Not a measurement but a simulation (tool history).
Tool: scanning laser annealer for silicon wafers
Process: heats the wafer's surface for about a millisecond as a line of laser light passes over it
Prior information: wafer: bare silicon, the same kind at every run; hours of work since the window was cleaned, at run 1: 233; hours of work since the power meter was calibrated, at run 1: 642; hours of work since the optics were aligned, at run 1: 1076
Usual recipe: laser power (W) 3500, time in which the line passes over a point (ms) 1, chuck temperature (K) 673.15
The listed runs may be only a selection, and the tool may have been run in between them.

run	hour	laser power (W)	time in which the line passes over a point (ms)	chuck temperature (K)	hours of work since the window was cleaned	hours of work since the power meter was calibrated	hours of work since the optics were aligned	highest temperature of the surface (K)
1	0	3500	1	673.15	233	642	1076	1376.15
2	30.9	3500	1	673.15	246	655	1089	1375.15
3	77.1	3500	1	673.15	265	675	1108	1373.15
4	105.9	3500	1	673.15	277	687	1120	1373.15
5	134.6	3500	1	673.15	289	699	1132	1370.15
6	175.5	3500	1	673.15	306	716	1149	1372.15
7	213.7	3500	1	673.15	322	732	1165	1369.15
8	235.1	3500	1	700.15	331	741	1174	1394.15
9	275.4	3500	1	700.15	348	758	1191	1395.15
10	301	3500	0.94	673.15	359	768	1202	1345.15
11	333.3	3500	0.97	673.15	373	782	1216	1352.15
12	373.5	3500	0.97	673.15	389	799	1232	1350.15
13	395.3	3500	0.98	673.15	399	808	1242	1356.15
14	437.2	3500	1.18	662.15	416	826	1259	1398.15
15	458.3	3500	1.18	662.15	425	834	1268	1394.15
16	500	3500	1	677.15	442	852	1285	1364.15
17	519.5	3500	1	677.15	451	860	1294	1360.15
18	553.9	3386	1	697.15	465	874	1308	1349.15
19	598.1	3386	1	697.15	484	893	1327	1347.15
20	622.3	3119	0.98	671.15	494	903	1337	1252.15
21	649.8	3641	0.85	704.15	505	915	1348	1368.15
22	688.4	3649	1	673.15	521	931	1364	1384.15
23	718	3797	0.88	647.15	534	943	1377	1358.15

Each row is a separate what-if for the run after 23, all from the same tool condition, not one after another. Results?
A	761.8	3468	0.72	649.15	552	962	1395	?
B	761.8	3345	0.88	648.15	552	962	1395	?
C	761.8	3797	0.99	683.15	552	962	1395	?

run	highest temperature of the surface (K)
A	1228.15
B	1247.15
C	1430.15
Without the tool's unlogged condition, the same runs would have read:
run	highest temperature of the surface (K)
A	1276.15
B	1297.15
C	1493.15
